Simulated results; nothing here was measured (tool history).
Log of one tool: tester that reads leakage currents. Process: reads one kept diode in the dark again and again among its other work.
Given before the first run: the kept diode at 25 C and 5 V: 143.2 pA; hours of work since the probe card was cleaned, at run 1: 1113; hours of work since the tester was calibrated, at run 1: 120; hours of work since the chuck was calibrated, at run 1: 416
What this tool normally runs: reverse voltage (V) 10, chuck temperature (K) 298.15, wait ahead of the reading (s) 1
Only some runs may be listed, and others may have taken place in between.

run	hour	reverse voltage (V)	chuck temperature (K)	wait ahead of the reading (s)	hours of work since the probe card was cleaned	hours of work since the tester was calibrated	hours of work since the chuck was calibrated	current that the tester gives (pA)
1	0	10	298.15	1	1113	120	416	238.21
2	21.3	10	298.15	1	1125	132	429	238.26
3	44	10	298.15	1	1138	145	442	239.1
4	76.1	10	298.15	1	1156	164	460	241.2
5	95.6	10	298.15	1	1167	175	471	240.78
6	124	10	298.15	1	1184	191	487	241.37
7	139	2.8	298.15	1	1192	200	496	111.72

Run 8 has not been measured yet. What should we expect?
8	164.8	4.5	317.15	1	1207	215	511	?

{"run 8": {"current that the tester gives (pA)": 531.94}}
The same run, on a tool lacking any hidden state, would have yielded current that the tester gives (pA) 491.79.
